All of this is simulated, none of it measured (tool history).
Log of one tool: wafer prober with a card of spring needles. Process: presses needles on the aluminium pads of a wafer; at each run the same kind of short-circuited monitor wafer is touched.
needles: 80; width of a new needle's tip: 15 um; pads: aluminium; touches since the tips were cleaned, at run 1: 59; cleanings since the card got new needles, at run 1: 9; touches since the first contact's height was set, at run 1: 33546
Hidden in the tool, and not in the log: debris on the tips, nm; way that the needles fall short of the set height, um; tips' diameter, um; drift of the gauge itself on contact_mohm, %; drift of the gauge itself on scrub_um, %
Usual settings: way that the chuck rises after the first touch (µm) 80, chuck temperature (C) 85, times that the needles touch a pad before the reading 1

run   hour  way that the chuck rises after the first touch (µm)  chuck temperature (C)  times that the needles touch a pad before the reading  touches since the tips were cleaned  cleanings since the card got new needles  touches since the first contact's height was set  resistance of one needle with its contact and lead (mohm)  way that a needle slides on the pad (µm)
  1    0.0                                                   80                     85                                                      1                                   59                                         9                                             33546                                                        250                                     11.42
      13.3  -- tips cleaned on abrasive film
      26.5  -- tips cleaned on abrasive film
  2   32.6                                                   80                     85                                                      1                                 1450                                        11                                             41199                                                        279                                     11.40
      42.3  -- tips cleaned on abrasive film
      57.4  -- tips cleaned on abrasive film
  3   63.5                                                   80                     85                                                      1                                 1437                                        13                                             48439                                                        279                                     11.32
      73.6  -- tips cleaned on abrasive film
  4   83.6                                                   80                     85                                                      1                                 2362                                        14                                             53164                                                        288                                     11.37
      88.4  -- tips cleaned on abrasive film
     102.6  -- tips cleaned on abrasive film
  5  106.4                                                   80                     85                                                      1                                  892                                        16                                             58503                                                        270                                     11.34
     116.6  -- tips cleaned on abrasive film
     129.7  -- tips cleaned on abrasive film
  6  133.1                                                   80                     25                                                      1                                  802                                        18                                             64756                                                        260                                     11.33
     145.4  -- tips cleaned on abrasive film
  7  156.7                                                   80                     25                                                      2                                 2675                                        19                                             70310                                                        266                                     11.32
     159.9  -- tips cleaned on abrasive film
     174.1  -- tips cleaned on abrasive film
     180.7  -- height of the first contact set anew
     187.9  -- tips cleaned on abrasive film
  8  193.4                                                   80                     57                                                      1                                 1303                                        22                                              2980                                                        265                                     11.56
     202.3  -- tips cleaned on abrasive film
  9  214.8                                                   80                     57                                                      1                                 2963                                        23                                              8008                                                        290                                     11.52
     216.5  -- tips cleaned on abrasive film
     229.9  -- tips cleaned on abrasive film
     244.1  -- tips cleaned on abrasive film
 10  250.4                                                   80                     85                                                      1                                 1494                                        26                                             16338                                                        286                                     11.47
     258.4  -- tips cleaned on abrasive film
 11  268.0                                                   80                     85                                                      2                                 2258                                        27                                             20465                                                        274                                     11.44
     273.9  -- tips cleaned on abrasive film
     287.3  -- tips cleaned on abrasive film
 12  297.0                                                   80                     85                                                      2                                 2277                                        29                                             27264                                                        276                                     11.46
     302.4  -- tips cleaned on abrasive film
     315.6  -- tips cleaned on abrasive film
 13  319.5                                                   80                     85                                                      1                                  904                                        31                                             32527                                                        277                                     11.45
     329.7  -- tips cleaned on abrasive film
     344.6  -- tips cleaned on abrasive film
 14  348.4                                                   80                     85                                                      1                                  886                                        33                                             39309                                                        275                                     11.35
     360.1  -- tips cleaned on abrasive film
     374.4  -- tips cleaned on abrasive film
 15  385.6                                                   80                     85                                                      1                                 2637                                        35                                             48042                                                        297                                     11.33
     388.0  -- tips cleaned on abrasive film
     403.1  -- tips cleaned on abrasive film
     419.3  -- tips cleaned on abrasive film
 16  422.6                                                   80                     85                                                      1                                  787                                        38                                             56711                                                        274                                     11.33
     432.4  -- tips cleaned on abrasive film
     448.4  -- tips cleaned on abrasive film
 17  455.5                                                   73                    105                                                      1                                 1688                                        40                                             64440                                                        297                                     10.27
     461.5  -- tips cleaned on abrasive film
     474.7  -- tips cleaned on abrasive film
 18  481.6                                                   91                     68                                                      1                                 1621                                        42                                             70547                                                        271                                     12.84
     489.2  -- tips cleaned on abrasive film
     503.8  -- tips cleaned on abrasive film
     504.1  -- height of the first contact set anew
 19  504.1                                                   86                     68                                                      3                                    0                                        44                                                 0                                                        245                                     12.40

Run 20 comes next. What will it give?
     519.1  -- tips cleaned on abrasive film
     534.1  -- tips cleaned on abrasive film
 20  534.2                                                   80                     66                                                      1                                   11                                        46                                              7052                                                          ?                                         ?

{"run 20": {"resistance of one needle with its contact and lead (mohm)": 246, "way that a needle slides on the pad (µm)": 11.5}}
Without the tool's hidden state the same run would have given resistance of one needle with its contact and lead (mohm) 239, way that a needle slides on the pad (µm) 11.53.
